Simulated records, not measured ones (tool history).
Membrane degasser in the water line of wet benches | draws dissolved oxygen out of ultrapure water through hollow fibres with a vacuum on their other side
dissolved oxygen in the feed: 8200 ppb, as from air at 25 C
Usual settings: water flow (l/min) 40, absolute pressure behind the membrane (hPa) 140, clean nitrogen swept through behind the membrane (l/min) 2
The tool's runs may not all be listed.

| run | day | water flow (l/min) | absolute pressure behind the membrane (hPa) | clean nitrogen swept through behind the membrane (l/min) | dissolved oxygen in the water behind the degasser (ppb) | pressure that the water loses in the fibres (hPa) |
|---|---|---|---|---|---|---|
| 1 | 0 | 40 | 140 | 2 | 463.1 | 688.6 |
| 2 | 7.879 | 40 | 140 | 2 | 462.4 | 686.5 |
| 3 | 14.804 | 40 | 334 | 2 | 1183.9 | 682.8 |
| 4 | 22.108 | 40 | 334 | 2 | 1180.3 | 693.2 |
| 5 | 28.833 | 40 | 334 | 2 | 1179.6 | 687.2 |
| 6 | 35.533 | 40 | 334 | 2 | 1181.4 | 692.3 |
| 7 | 42.679 | 40 | 334 | 2 | 1174.3 | 688.2 |
| 8 | 46.808 | 40 | 140 | 5.07 | 205.5 | 688.3 |
| 9 | 52.1 | 40 | 140 | 5.07 | 205.9 | 691.6 |
| 10 | 59.462 | 40 | 159 | 2 | 540.7 | 691.9 |
| 11 | 65.938 | 40 | 163 | 2 | 557.8 | 693.4 |
| 12 | 74.262 | 40 | 178 | 2 | 617.2 | 688.1 |
| 13 | 78.988 | 40 | 178 | 2 | 617.8 | 693.8 |
|  | 79.688 | vacuum gauge calibrated |
| 14 | 87.242 | 40 | 140 | 2 | 467.9 | 689 |
| 15 | 94.45 | 40 | 250 | 2 | 887.5 | 689 |
| 16 | 99.746 | 40 | 140 | 2 | 468 | 692.3 |
| 17 | 104.246 | 40 | 101 | 1.78 | 338.2 | 697.2 |
| 18 | 107.746 | 24 | 123 | 5.42 | 99.8 | 418.4 |
| 19 | 111.604 | 24 | 123 | 5.42 | 100.5 | 419 |
|  | 112.571 | vacuum gauge calibrated, once more |
| 20 | 117.704 | 24 | 123 | 5.42 | 98.9 | 415.3 |
| 21 | 122.458 | 24 | 123 | 5.42 | 99 | 411.5 |
| 22 | 126.388 | 58 | 271 | 3.43 | 846.1 | 1001.9 |
| 23 | 134.304 | 58 | 271 | 3.43 | 846.8 | 1006.8 |
| 24 | 141.512 | 58 | 271 | 3.43 | 848.2 | 1011.6 |
| 25 | 149.758 | 40 | 133 | 1.44 | 570.4 | 695.2 |
| 26 | 154.812 | 40 | 140 | 1.13 | 730 | 696.5 |
| 27 | 161.025 | 40 | 130 | 2 | 424.3 | 692.4 |
| 28 | 167.288 | 40 | 130 | 2 | 423.1 | 696.6 |
| 29 | 175.262 | 50 | 182 | 2 | 758.3 | 870.2 |
| 30 | 183.425 | 33 | 314 | 2 | 955.8 | 570.8 |
| 31 | 189.704 | 36 | 314 | 2 | 1023.4 | 626.9 |
| 32 | 195.167 | 36 | 314 | 2 | 1022.2 | 623.5 |

4 ways to go on from here, each from the tool as it stands after run 32. What would each give?
| A | 199.867 | 36 | 314 | 3.62 | ? | ? |
| B | 199.867 | 25 | 140 | 2 | ? | ? |
| C | 199.867 | 55 | 106 | 2 | ? | ? |
| D | 199.867 | 36 | 221 | 2.52 | ? | ? |

| run | dissolved oxygen in the water behind the degasser (ppb) | pressure that the water loses in the fibres (hPa) |
|---|---|---|
| A | 622.8 | 627.7 |
| B | 308.3 | 430.4 |
| C | 425.7 | 963.8 |
| D | 589.4 | 634.3 |
Without the tool's hidden state the same runs would have given:
| run | dissolved oxygen in the water behind the degasser (ppb) | pressure that the water loses in the fibres (hPa) |
|---|---|---|
| A | 617.2 | 609.3 |
| B | 304.8 | 417.6 |
| C | 422.4 | 935.6 |
| D | 584.6 | 615.8 |
